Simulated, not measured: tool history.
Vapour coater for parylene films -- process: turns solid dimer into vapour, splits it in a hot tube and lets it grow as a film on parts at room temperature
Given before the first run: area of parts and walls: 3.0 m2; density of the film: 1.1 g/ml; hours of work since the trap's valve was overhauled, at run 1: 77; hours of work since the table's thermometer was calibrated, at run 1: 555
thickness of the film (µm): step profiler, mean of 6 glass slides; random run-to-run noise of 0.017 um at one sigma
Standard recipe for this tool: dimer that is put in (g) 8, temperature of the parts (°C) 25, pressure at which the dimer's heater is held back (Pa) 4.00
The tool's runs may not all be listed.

run     day  dimer that is put in (g)  temperature of the parts (°C)  pressure at which the dimer's heater is held back (Pa)  hours of work since the trap's valve was overhauled  hours of work since the table's thermometer was calibrated  thickness of the film (µm)
  1   0.000                         8                             25                                                    4.00                                                   77                                                         555                        1.38
  2   1.258                         4                             25                                                    4.00                                                  102                                                         580                        0.69
  3   3.075                         4                             25                                                    4.00                                                  137                                                         615                        0.71
  4   5.254                         4                             25                                                    4.00                                                  180                                                         658                        0.67
  5   6.371                         8                             25                                                    4.00                                                  201                                                         679                        1.30
  6   8.362                         8                             25                                                    4.00                                                  240                                                         718                        1.30
  7  10.617                         8                             25                                                    4.00                                                  284                                                         762                        1.27
  8  11.996                         8                             25                                                    4.00                                                  311                                                         789                        1.26
  9  13.358                         8                             25                                                    4.00                                                  338                                                         816                        1.24
 10  14.871                         7                             25                                                    4.00                                                  367                                                         845                        1.08
 11  15.962                         8                             30                                                    4.00                                                  388                                                         866                        0.95
     16.629  -- trap's valve overhauled
 12  17.738                         8                             25                                                    4.00                                                   22                                                         898                        1.37
 13  19.179                         8                             22                                                    4.00                                                   50                                                         926                        1.58
 14  21.679                         8                             22                                                    4.00                                                   98                                                         975                        1.54
 15  23.233                         5                             33                                                    9.97                                                  129                                                        1005                        0.44
 16  25.671                         5                             33                                                    9.97                                                  176                                                        1053                        0.46
 17  26.929                         5                             26                                                    5.32                                                  201                                                        1077                        0.72
 18  28.896                         5                             26                                                    6.10                                                  239                                                        1115                        0.71
 19  31.433                         9                             26                                                    6.10                                                  289                                                        1165                        1.23
 20  32.650                         3                             24                                                    2.99                                                  312                                                        1189                        0.53
     33.317  -- table's thermometer calibrated
 21  34.254                         3                             33                                                    2.17                                                  343                                                          18                        0.37
 22  35.633                        10                             33                                                    2.15                                                  370                                                          45                        1.20
     37.304  -- trap's valve overhauled
 23  37.883                         6                             22                                                    5.77                                                   11                                                          86                        1.17
 24  40.375                         6                             22                                                    5.77                                                   60                                                         134                        1.12
 25  42.804                         4                             33                                                    2.15                                                  107                                                         182                        0.54
 26  44.667                        12                             24                                                    4.06                                                  144                                                         218                        2.14

How would selected steps in thickness of the film (µm) from run to run divide? Give the signed amount a tool lacking its hidden state would still show from settings, what came in and random variation, and the signed amount left for the hidden state, including any gauge scatter that is not in both of the compared results.
The tool's hidden condition here consists of: vapour lost through the trap's worn valve, %; true temperature of the parts over the reading, C; drift of the gauge itself on film_um, %.
Run 14 -> 15: dimer that is put in (g) 8 -> 5, temperature of the parts (°C) 22 -> 33, pressure at which the dimer's heater is held back (Pa) 4.00 -> 9.97. thickness of the film (µm) -1.10: hidden state +0.09, all else -1.19.
Run 19 -> 20: dimer that is put in (g) 9 -> 3, temperature of the parts (°C) 26 -> 24, pressure at which the dimer's heater is held back (Pa) 6.10 -> 2.99. thickness of the film (µm) -0.70: hidden state +0.13, all else -0.83.
Run 22 -> 23: dimer that is put in (g) 10 -> 6, temperature of the parts (°C) 33 -> 22, pressure at which the dimer's heater is held back (Pa) 2.15 -> 5.77, trap's valve overhauled. thickness of the film (µm) -0.03: hidden state +0.17, all else -0.20.
Run 25 -> 26: dimer that is put in (g) 4 -> 12, temperature of the parts (°C) 33 -> 24, pressure at which the dimer's heater is held back (Pa) 2.15 -> 4.06. thickness of the film (µm) +1.60: hidden state -0.13, all else +1.73.
